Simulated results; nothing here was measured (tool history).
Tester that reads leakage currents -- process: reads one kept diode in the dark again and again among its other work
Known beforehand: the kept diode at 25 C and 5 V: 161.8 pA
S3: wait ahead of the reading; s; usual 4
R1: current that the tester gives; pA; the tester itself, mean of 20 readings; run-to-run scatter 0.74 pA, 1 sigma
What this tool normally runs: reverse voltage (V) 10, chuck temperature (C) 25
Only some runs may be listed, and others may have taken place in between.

Run 1, day 0: usual settings. Result: R1 287.08 pA.
At day 1.946: chuck's temperature calibrated.
Run 2, day 6.054: usual settings. Result: R1 253.49 pA.
Run 3, day 10.45: usual settings but chuck temperature (C) 23. Result: R1 220.62 pA.
Run 4, day 15.412: usual settings but chuck temperature (C) 23. Result: R1 220.55 pA.
Run 5, day 18.888: usual settings. Result: R1 259.25 pA.
Run 6, day 23.346: usual settings. Result: R1 260.16 pA.
Run 7, day 26.992: usual settings. Result: R1 261.39 pA.
At day 27.483: probe card cleaned and baked.
Run 8, day 29.792: usual settings but chuck temperature (C) 42. Result: R1 879.13 pA.
Run 9, day 35.804: usual settings but chuck temperature (C) 48. Result: R1 1309.33 pA.
Run 10, day 42.179: usual settings but chuck temperature (C) 48. Result: R1 1327.98 pA.
Run 11, day 45.617: usual settings but chuck temperature (C) 48. Result: R1 1329.62 pA.
Run 12, day 48.788: usual settings but reverse voltage (V) 5.9, chuck temperature (C) 26, S3 1.79 s. Result: R1 214.3 pA.
At day 52.175: probe card cleaned and baked, once more.
Run 13, day 54.704: usual settings but reverse voltage (V) 5.9, chuck temperature (C) 26, S3 9.25 s. Result: R1 204.66 pA.
Run 14, day 59.767: usual settings but S3 0.76 s. Result: R1 266.22 pA.
Run 15, day 64.346: usual settings but reverse voltage (V) 7.1, S3 9.13 s. Result: R1 214.98 pA.

Each row is a separate what-if for the run after 15, all from the same tool condition, not one after another. Results?
Run A, day 69.958: usual settings but reverse voltage (V) 6.1, chuck temperature (C) 38, S3 3.76 s. Result: R1 ?.
Run B, day 69.958: usual settings but reverse voltage (V) 1.7. Result: R1 ?.
Run C, day 69.958: usual settings but reverse voltage (V) 7.1, chuck temperature (C) 23, S3 7.47 s. Result: R1 ?.

run      R1
  A  510.25
  B   93.22
  C  187.05
What these runs would have given with no unlogged condition in the tool:
run      R1
  A  471.05
  B   85.41
  C  170.36
